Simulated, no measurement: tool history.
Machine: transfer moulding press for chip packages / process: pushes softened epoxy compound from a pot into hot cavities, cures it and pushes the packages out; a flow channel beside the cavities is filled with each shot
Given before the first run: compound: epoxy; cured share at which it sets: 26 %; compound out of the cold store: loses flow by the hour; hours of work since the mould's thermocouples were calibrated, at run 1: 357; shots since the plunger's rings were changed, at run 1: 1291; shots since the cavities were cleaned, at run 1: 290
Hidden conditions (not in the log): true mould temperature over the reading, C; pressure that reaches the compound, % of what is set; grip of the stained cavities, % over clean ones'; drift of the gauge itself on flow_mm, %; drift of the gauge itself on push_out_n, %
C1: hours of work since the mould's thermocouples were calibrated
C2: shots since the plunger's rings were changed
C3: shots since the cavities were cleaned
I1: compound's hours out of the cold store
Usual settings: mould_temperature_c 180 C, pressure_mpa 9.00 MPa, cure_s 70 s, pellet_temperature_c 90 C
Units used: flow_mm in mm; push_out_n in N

{"run": 1, "hour": 0.0, "mould_temperature_c": 180, "pressure_mpa": 9.0, "cure_s": 70, "pellet_temperature_c": 90, "C1": 357, "C2": 1291, "C3": 290, "I1": 41.0, "flow_mm": 643, "push_out_n": 622}
{"hour": 60.9, "done": "cavities cleaned with cleaning compound and waxed"}
{"run": 2, "hour": 60.9, "mould_temperature_c": 180, "pressure_mpa": 9.0, "cure_s": 70, "pellet_temperature_c": 90, "C1": 383, "C2": 2018, "C3": 0, "I1": 26.7, "flow_mm": 670, "push_out_n": 480}
{"hour": 150.1, "done": "cavities cleaned with cleaning compound and waxed"}
{"run": 3, "hour": 157.1, "mould_temperature_c": 180, "pressure_mpa": 9.0, "cure_s": 70, "pellet_temperature_c": 89, "C1": 426, "C2": 3178, "C3": 85, "I1": 32.5, "flow_mm": 654, "push_out_n": 521}
{"run": 4, "hour": 201.4, "mould_temperature_c": 180, "pressure_mpa": 9.0, "cure_s": 53, "pellet_temperature_c": 90, "C1": 446, "C2": 3720, "C3": 627, "I1": 33.7, "flow_mm": 633, "push_out_n": 1659}
{"hour": 234.6, "done": "cavities cleaned with cleaning compound and waxed"}
{"run": 5, "hour": 265.1, "mould_temperature_c": 180, "pressure_mpa": 9.0, "cure_s": 70, "pellet_temperature_c": 90, "C1": 474, "C2": 4481, "C3": 374, "I1": 42.8, "flow_mm": 621, "push_out_n": 661}
{"hour": 307.9, "done": "mould's thermocouples calibrated"}
{"run": 6, "hour": 315.6, "mould_temperature_c": 180, "pressure_mpa": 9.0, "cure_s": 70, "pellet_temperature_c": 90, "C1": 3, "C2": 5075, "C3": 968, "I1": 25.4, "flow_mm": 656, "push_out_n": 904}
{"hour": 322.1, "done": "cavities cleaned with cleaning compound and waxed"}
{"hour": 357.6, "done": "plunger's sealing rings changed"}
{"run": 7, "hour": 388.4, "mould_temperature_c": 180, "pressure_mpa": 9.0, "cure_s": 70, "pellet_temperature_c": 90, "C1": 34, "C2": 376, "C3": 781, "I1": 22.5, "flow_mm": 693, "push_out_n": 866}
{"hour": 412.2, "done": "cavities cleaned with cleaning compound and waxed"}
{"run": 8, "hour": 440.3, "mould_temperature_c": 180, "pressure_mpa": 9.0, "cure_s": 70, "pellet_temperature_c": 90, "C1": 57, "C2": 993, "C3": 344, "I1": 28.4, "flow_mm": 669, "push_out_n": 765}
{"hour": 496.9, "done": "cavities cleaned with cleaning compound and waxed"}
{"run": 9, "hour": 527.2, "mould_temperature_c": 180, "pressure_mpa": 9.0, "cure_s": 70, "pellet_temperature_c": 90, "C1": 95, "C2": 2039, "C3": 372, "I1": 38.2, "flow_mm": 654, "push_out_n": 731}
{"hour": 586.5, "done": "cavities cleaned with cleaning compound and waxed"}
{"run": 10, "hour": 622.1, "mould_temperature_c": 180, "pressure_mpa": 9.0, "cure_s": 70, "pellet_temperature_c": 90, "C1": 137, "C2": 3182, "C3": 435, "I1": 46.1, "flow_mm": 634, "push_out_n": 706}
{"hour": 670.6, "done": "cavities cleaned with cleaning compound and waxed"}
{"run": 11, "hour": 706.3, "mould_temperature_c": 180, "pressure_mpa": 9.0, "cure_s": 70, "pellet_temperature_c": 90, "C1": 175, "C2": 4194, "C3": 437, "I1": 27.9, "flow_mm": 660, "push_out_n": 715}
{"hour": 762.3, "done": "cavities cleaned with cleaning compound and waxed"}
{"run": 12, "hour": 779.6, "mould_temperature_c": 180, "pressure_mpa": 9.0, "cure_s": 70, "pellet_temperature_c": 90, "C1": 207, "C2": 5073, "C3": 211, "I1": 19.5, "flow_mm": 660, "push_out_n": 671}
{"hour": 820.2, "done": "plunger's sealing rings changed"}
{"hour": 848.3, "done": "cavities cleaned with cleaning compound and waxed"}
{"run": 13, "hour": 855.5, "mould_temperature_c": 180, "pressure_mpa": 9.0, "cure_s": 70, "pellet_temperature_c": 98, "C1": 239, "C2": 415, "C3": 89, "I1": 9.8, "flow_mm": 705, "push_out_n": 549}
{"run": 14, "hour": 901.5, "mould_temperature_c": 183, "pressure_mpa": 9.0, "cure_s": 70, "pellet_temperature_c": 90, "C1": 260, "C2": 978, "C3": 652, "I1": 8.9, "flow_mm": 701, "push_out_n": 673}
{"hour": 935.0, "done": "cavities cleaned with cleaning compound and waxed"}
{"run": 15, "hour": 990.0, "mould_temperature_c": 181, "pressure_mpa": 9.0, "cure_s": 70, "pellet_temperature_c": 87, "C1": 299, "C2": 2043, "C3": 673, "I1": 29.8, "flow_mm": 659, "push_out_n": 722}
{"hour": 1023.7, "done": "cavities cleaned with cleaning compound and waxed"}
{"run": 16, "hour": 1040.3, "mould_temperature_c": 181, "pressure_mpa": 8.95, "cure_s": 80, "pellet_temperature_c": 96, "C1": 321, "C2": 2640, "C3": 203, "I1": 20.1, "flow_mm": 671, "push_out_n": 453}
{"hour": 1107.3, "done": "cavities cleaned with cleaning compound and waxed"}
{"run": 17, "hour": 1114.0, "mould_temperature_c": 175, "pressure_mpa": 8.95, "cure_s": 86, "pellet_temperature_c": 96, "C1": 353, "C2": 3524, "C3": 83, "I1": 10.7, "flow_mm": 705, "push_out_n": 482}
{"hour": 1196.6, "done": "cavities cleaned with cleaning compound and waxed"}
{"run": 18, "hour": 1205.3, "mould_temperature_c": 179, "pressure_mpa": 9.04, "cure_s": 95, "pellet_temperature_c": 91, "C1": 394, "C2": 4624, "C3": 107, "I1": 11.3, "flow_mm": 685, "push_out_n": 361}
{"hour": 1281.5, "done": "plunger's sealing rings changed"}
{"hour": 1283.0, "done": "cavities cleaned with cleaning compound and waxed"}
{"run": 19, "hour": 1308.3, "mould_temperature_c": 186, "pressure_mpa": 9.0, "cure_s": 51, "pellet_temperature_c": 87, "C1": 438, "C2": 311, "C3": 311, "I1": 25.9, "flow_mm": 673, "push_out_n": 1104}
{"hour": 1368.5, "done": "cavities cleaned with cleaning compound and waxed"}
{"run": 20, "hour": 1385.1, "mould_temperature_c": 180, "pressure_mpa": 9.0, "cure_s": 70, "pellet_temperature_c": 97, "C1": 472, "C2": 1232, "C3": 203, "I1": 43.5, "flow_mm": 647, "push_out_n": 540}
{"hour": 1437.0, "done": "mould's thermocouples calibrated"}
{"run": 21, "hour": 1443.4, "mould_temperature_c": 183, "pressure_mpa": 7.55, "cure_s": 59, "pellet_temperature_c": 97, "C1": 3, "C2": 1921, "C3": 892, "I1": 26.2, "flow_mm": 605, "push_out_n": 1129}
{"hour": 1459.2, "done": "cavities cleaned with cleaning compound and waxed"}
{"hour": 1546.3, "done": "cavities cleaned with cleaning compound and waxed"}
{"run": 22, "hour": 1548.1, "mould_temperature_c": 185, "pressure_mpa": 7.55, "cure_s": 59, "pellet_temperature_c": 82, "C1": 49, "C2": 3167, "C3": 22, "I1": 10.9, "flow_mm": 630, "push_out_n": 655}
{"run": 23, "hour": 1593.7, "mould_temperature_c": 180, "pressure_mpa": 9.0, "cure_s": 50, "pellet_temperature_c": 91, "C1": 69, "C2": 3724, "C3": 579, "I1": 21.5, "flow_mm": 663, "push_out_n": 1914}

Hidden state at the last listed run before each entry between runs and at the first one after, where it differs:
Runs 1 to 2: cavities cleaned with cleaning compound and waxed (hour 60.9)
  true mould temperature over the reading, C: 0.8 -> 0.86; pressure that reaches the compound, % of what is set: 96.57 -> 95.15; grip of the stained cavities, % over clean ones': 31.7 -> 3.2
  measured minus no-state result, flow_mm: -14 -> -19 mm; push_out_n: +120 -> -17 N
Runs 2 to 3: cavities cleaned with cleaning compound and waxed (hour 150.1)
  true mould temperature over the reading, C: 0.86 -> 0.97; pressure that reaches the compound, % of what is set: 95.15 -> 92.62; grip of the stained cavities, % over clean ones': 3.2 -> 10
  measured minus no-state result, flow_mm: -19 -> -28 mm; push_out_n: -17 -> +11 N
Runs 4 to 5: cavities cleaned with cleaning compound and waxed (hour 234.6)
  true mould temperature over the reading, C: 1.03 -> 1.1; pressure that reaches the compound, % of what is set: 91.47 -> 89.87; grip of the stained cavities, % over clean ones': 66.1 -> 43.7
  measured minus no-state result, flow_mm: -32 -> -37 mm; push_out_n: +602 -> +164 N
Runs 5 to 6: mould's thermocouples calibrated (hour 307.9)
  true mould temperature over the reading, C: 1.1 -> 0.1; pressure that reaches the compound, % of what is set: 89.87 -> 88.56; grip of the stained cavities, % over clean ones': 43.7 -> 80.9
  measured minus no-state result, flow_mm: -37 -> -42 mm; push_out_n: +164 -> +403 N
Runs 6 to 7: cavities cleaned with cleaning compound and waxed (hour 322.1); plunger's sealing rings changed (hour 357.6)
  true mould temperature over the reading, C: 0.1 -> 0.19; pressure that reaches the compound, % of what is set: 88.56 -> 98.61; grip of the stained cavities, % over clean ones': 80.9 -> 71.8
  measured minus no-state result, flow_mm: -42 -> -5 mm; push_out_n: +403 -> +354 N
Runs 7 to 8: cavities cleaned with cleaning compound and waxed (hour 412.2)
  true mould temperature over the reading, C: 0.19 -> 0.24; pressure that reaches the compound, % of what is set: 98.61 -> 97.43; grip of the stained cavities, % over clean ones': 71.8 -> 44.8
  measured minus no-state result, flow_mm: -5 -> -10 mm; push_out_n: +354 -> +225 N
Runs 8 to 9: cavities cleaned with cleaning compound and waxed (hour 496.9)
  true mould temperature over the reading, C: 0.24 -> 0.34; pressure that reaches the compound, % of what is set: 97.43 -> 95.41; grip of the stained cavities, % over clean ones': 44.8 -> 44.9
  measured minus no-state result, flow_mm: -10 -> -16 mm; push_out_n: +225 -> +214 N
Runs 9 to 10: cavities cleaned with cleaning compound and waxed (hour 586.5)
  true mould temperature over the reading, C: 0.34 -> 0.45; pressure that reaches the compound, % of what is set: 95.41 -> 93.23; grip of the stained cavities, % over clean ones': 44.9 -> 49.8
  measured minus no-state result, flow_mm: -16 -> -24 mm; push_out_n: +214 -> +221 N
Runs 10 to 11: cavities cleaned with cleaning compound and waxed (hour 670.6)
  true mould temperature over the reading, C: 0.45 -> 0.54; pressure that reaches the compound, % of what is set: 93.23 -> 91.26; grip of the stained cavities, % over clean ones': 49.8 -> 47.7
  measured minus no-state result, flow_mm: -24 -> -32 mm; push_out_n: +221 -> +210 N
Runs 11 to 12: cavities cleaned with cleaning compound and waxed (hour 762.3)
  true mould temperature over the reading, C: 0.54 -> 0.62; pressure that reaches the compound, % of what is set: 91.26 -> 89.47; grip of the stained cavities, % over clean ones': 47.7 -> 28.2
  measured minus no-state result, flow_mm: -32 -> -39 mm; push_out_n: +210 -> +123 N
Runs 12 to 13: plunger's sealing rings changed (hour 820.2); cavities cleaned with cleaning compound and waxed (hour 848.3)
  true mould temperature over the reading, C: 0.62 -> 0.69; pressure that reaches the compound, % of what is set: 89.47 -> 98.38; grip of the stained cavities, % over clean ones': 28.2 -> 13.2
  measured minus no-state result, flow_mm: -39 -> -8 mm; push_out_n: +123 -> +37 N
Runs 14 to 15: cavities cleaned with cleaning compound and waxed (hour 935.0)
  true mould temperature over the reading, C: 0.75 -> 0.85; pressure that reaches the compound, % of what is set: 97.33 -> 95.09; grip of the stained cavities, % over clean ones': 65.8 -> 65.7
  measured minus no-state result, flow_mm: -12 -> -19 mm; push_out_n: +248 -> +259 N
Runs 15 to 16: cavities cleaned with cleaning compound and waxed (hour 1023.7)
  true mould temperature over the reading, C: 0.85 -> 0.9; pressure that reaches the compound, % of what is set: 95.09 -> 94.01; grip of the stained cavities, % over clean ones': 65.7 -> 31.2
  measured minus no-state result, flow_mm: -19 -> -24 mm; push_out_n: +259 -> +94 N
Runs 16 to 17: cavities cleaned with cleaning compound and waxed (hour 1107.3)
  true mould temperature over the reading, C: 0.9 -> 0.99; pressure that reaches the compound, % of what is set: 94.01 -> 92.29; grip of the stained cavities, % over clean ones': 31.2 -> 12.4
  measured minus no-state result, flow_mm: -24 -> -32 mm; push_out_n: +94 -> +21 N
Runs 17 to 18: cavities cleaned with cleaning compound and waxed (hour 1196.6)
  true mould temperature over the reading, C: 0.99 -> 1.08; pressure that reaches the compound, % of what is set: 92.29 -> 90.1; grip of the stained cavities, % over clean ones': 12.4 -> 14.6
  measured minus no-state result, flow_mm: -32 -> -40 mm; push_out_n: +21 -> +38 N
Runs 18 to 19: plunger's sealing rings changed (hour 1281.5); cavities cleaned with cleaning compound and waxed (hour 1283.0)
  true mould temperature over the reading, C: 1.08 -> 1.19; pressure that reaches the compound, % of what is set: 90.1 -> 98.54; grip of the stained cavities, % over clean ones': 14.6 -> 39.5
  measured minus no-state result, flow_mm: -40 -> -8 mm; push_out_n: +38 -> +245 N
Runs 19 to 20: cavities cleaned with cleaning compound and waxed (hour 1368.5)
  true mould temperature over the reading, C: 1.19 -> 1.28; pressure that reaches the compound, % of what is set: 98.54 -> 96.68; grip of the stained cavities, % over clean ones': 39.5 -> 24.6
  measured minus no-state result, flow_mm: -8 -> -14 mm; push_out_n: +245 -> +65 N
Runs 20 to 21: mould's thermocouples calibrated (hour 1437.0)
  true mould temperature over the reading, C: 1.28 -> 0.09; pressure that reaches the compound, % of what is set: 96.68 -> 95.22; grip of the stained cavities, % over clean ones': 24.6 -> 77.8
  measured minus no-state result, flow_mm: -14 -> -15 mm; push_out_n: +65 -> +489 N
Runs 21 to 22: cavities cleaned with cleaning compound and waxed (hour 1459.2); cavities cleaned with cleaning compound and waxed (hour 1546.3)
  true mould temperature over the reading, C: 0.09 -> 0.2; pressure that reaches the compound, % of what is set: 95.22 -> 92.84; grip of the stained cavities, % over clean ones': 77.8 -> 4.8
  measured minus no-state result, flow_mm: -15 -> -24 mm; push_out_n: +489 -> +20 N

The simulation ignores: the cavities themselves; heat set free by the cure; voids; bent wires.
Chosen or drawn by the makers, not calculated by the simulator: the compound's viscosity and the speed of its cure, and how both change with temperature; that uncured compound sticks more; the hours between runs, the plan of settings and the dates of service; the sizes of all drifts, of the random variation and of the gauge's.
